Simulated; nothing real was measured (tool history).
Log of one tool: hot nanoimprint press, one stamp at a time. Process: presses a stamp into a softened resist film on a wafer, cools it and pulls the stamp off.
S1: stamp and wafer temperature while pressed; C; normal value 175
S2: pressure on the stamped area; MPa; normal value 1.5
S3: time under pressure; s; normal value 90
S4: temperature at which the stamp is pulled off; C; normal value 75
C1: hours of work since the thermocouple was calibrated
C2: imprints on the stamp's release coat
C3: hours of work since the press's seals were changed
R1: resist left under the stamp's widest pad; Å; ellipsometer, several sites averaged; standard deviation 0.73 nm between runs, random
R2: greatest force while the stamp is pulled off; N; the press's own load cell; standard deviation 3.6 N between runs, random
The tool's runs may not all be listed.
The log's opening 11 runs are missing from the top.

run,hour,S1,S2,S3,S4,C1,C2,C3,R1,R2
12,124.7,175,1.5,90,75,191,788,279,1848,231
13,133.2,175,1.5,90,75,197,821,285,1845,231
14,142.3,175,1.5,86,75,203,856,291,1889,242
15,158.3,175,1.5,90,75,215,917,303,1847,233
# hour 175.7: stamp cleaned and given a new release coat
16,180.4,183,1.5,59,61,226,18,314,1622,204
17,195.2,170,1.45,132,77,237,75,325,1963,166
18,211.3,170,1.45,132,77,248,137,336,1955,173
19,223.6,170,1.45,132,77,257,184,345,1964,180
20,239.7,175,1.5,73,75,268,246,356,1973,185
21,252,182,1.56,78,79,277,294,365,1475,174
22,265.2,182,1.73,129,79,287,344,374,1137,174
23,274,182,1.73,129,79,293,378,381,1147,179
24,290.2,180,2.08,90,75,304,441,392,1323,195
25,299.1,176,1.5,90,75,311,475,399,1773,203
26,312,175,1.5,90,74,320,524,408,1817,208
27,321.1,175,1.5,93,75,326,559,414,1808,205
28,336.5,180,1.5,69,81,337,618,425,1673,195
29,352.1,180,1.85,102,81,348,678,436,1306,193
30,358.7,180,1.85,102,81,353,704,441,1314,195

Forecast each of these 3 alternatives for the next run:
A,372.7,175,1.5,67,64,363,757,451,?,?
B,372.7,179,1.85,57,74,363,757,451,?,?
C,372.7,175,1.5,138,75,363,757,451,?,?

run,R1,R2
A,2014,255
B,1719,235
C,1549,224
Without the tool's hidden state the same runs would have given:
run,R1,R2
A,2086,193
B,1779,178
C,1616,171
